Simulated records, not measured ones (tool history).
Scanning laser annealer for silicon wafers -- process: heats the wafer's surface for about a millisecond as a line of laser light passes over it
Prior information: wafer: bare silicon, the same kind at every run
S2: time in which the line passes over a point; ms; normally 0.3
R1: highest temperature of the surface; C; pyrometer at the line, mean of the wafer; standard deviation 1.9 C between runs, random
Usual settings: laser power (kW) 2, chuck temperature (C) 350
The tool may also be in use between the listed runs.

{"run": 1, "hour": 0.0, "laser power (kW)": 2, "S2": 0.3, "chuck temperature (C)": 350, "R1": 1135}
{"run": 2, "hour": 6.9, "laser power (kW)": 2, "S2": 0.3, "chuck temperature (C)": 350, "R1": 1129}
{"run": 3, "hour": 14.8, "laser power (kW)": 2, "S2": 0.3, "chuck temperature (C)": 350, "R1": 1133}
{"run": 4, "hour": 21.2, "laser power (kW)": 1.957, "S2": 0.3, "chuck temperature (C)": 350, "R1": 1112}
{"run": 5, "hour": 29.4, "laser power (kW)": 1.957, "S2": 0.3, "chuck temperature (C)": 350, "R1": 1110}
{"run": 6, "hour": 38.0, "laser power (kW)": 2, "S2": 0.34, "chuck temperature (C)": 350, "R1": 1183}
{"run": 7, "hour": 42.6, "laser power (kW)": 2, "S2": 0.34, "chuck temperature (C)": 350, "R1": 1184}
{"run": 8, "hour": 48.4, "laser power (kW)": 2, "S2": 0.298, "chuck temperature (C)": 350, "R1": 1127}
{"run": 9, "hour": 54.8, "laser power (kW)": 1.804, "S2": 0.375, "chuck temperature (C)": 361, "R1": 1131}
{"run": 10, "hour": 62.4, "laser power (kW)": 2.111, "S2": 0.223, "chuck temperature (C)": 340, "R1": 1059}
{"run": 11, "hour": 66.4, "laser power (kW)": 2.111, "S2": 0.23, "chuck temperature (C)": 324, "R1": 1050}

Run 12 is up next; what results do you expect?
{"run": 12, "hour": 73.8, "laser power (kW)": 1.944, "S2": 0.23, "chuck temperature (C)": 341, "R1": "?"}

{"run 12": {"R1": 1000}}
On a tool with no hidden condition, and with the same random variation, this run would have come out at R1 1039 C.

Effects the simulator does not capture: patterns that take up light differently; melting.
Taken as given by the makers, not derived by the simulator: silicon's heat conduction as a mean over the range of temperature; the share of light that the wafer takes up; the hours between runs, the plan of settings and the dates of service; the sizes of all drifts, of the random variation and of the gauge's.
